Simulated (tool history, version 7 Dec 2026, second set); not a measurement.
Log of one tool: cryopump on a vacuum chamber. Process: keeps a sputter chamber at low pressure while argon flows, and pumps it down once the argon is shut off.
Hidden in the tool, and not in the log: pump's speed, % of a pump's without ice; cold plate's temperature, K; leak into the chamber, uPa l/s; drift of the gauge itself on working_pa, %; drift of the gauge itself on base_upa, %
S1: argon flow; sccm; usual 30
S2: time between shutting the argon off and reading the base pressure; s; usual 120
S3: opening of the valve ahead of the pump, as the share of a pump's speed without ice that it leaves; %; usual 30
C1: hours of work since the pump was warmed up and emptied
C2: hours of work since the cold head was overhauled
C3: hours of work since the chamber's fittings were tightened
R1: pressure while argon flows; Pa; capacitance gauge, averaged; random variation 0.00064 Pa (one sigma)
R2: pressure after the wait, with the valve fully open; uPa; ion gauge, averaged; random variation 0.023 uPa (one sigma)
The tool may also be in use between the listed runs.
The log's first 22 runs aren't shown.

run	hour	S1	S2	S3	C1	C2	C3	R1	R2
23	357.3	30	106	41	447	447	951	0.0787	1.27
24	374.2	16	106	50	460	460	964	0.0368	1.32
25	386.0	38	217	37	469	469	973	0.1122	0.95
26	402.9	38	217	37	481	481	985	0.1119	0.94
27	414.6	38	217	37	490	490	994	0.1099	0.96
28	430.7	38	217	37	502	502	1006	0.1115	0.99
29	453.3	24	23	47	519	519	1023	0.0571	3.71
30	472.9	33	120	17	533	533	1038	0.2063	1.24
31	485.9	54	269	21	543	543	1047	0.2741	0.95
32	508.0	14	120	30	559	559	1064	0.0520	1.29
33	518.4	30	51	24	567	567	1071	0.1354	2.12
34	532.1	30	51	24	577	577	1082	0.1331	2.09

3 ways to go on from here, each from the tool as it stands after run 34. What would each give?
A	553.6	21	108	27	593	593	1098	?	?
B	553.6	12	51	19	593	593	1098	?	?
C	553.6	13	62	41	593	593	1098	?	?

run	R1	R2
A	0.0845	1.33
B	0.0678	2.20
C	0.0361	1.82
Without the tool's hidden state the same runs would have given:
run	R1	R2
A	0.0792	0.80
B	0.0647	1.63
C	0.0328	1.27
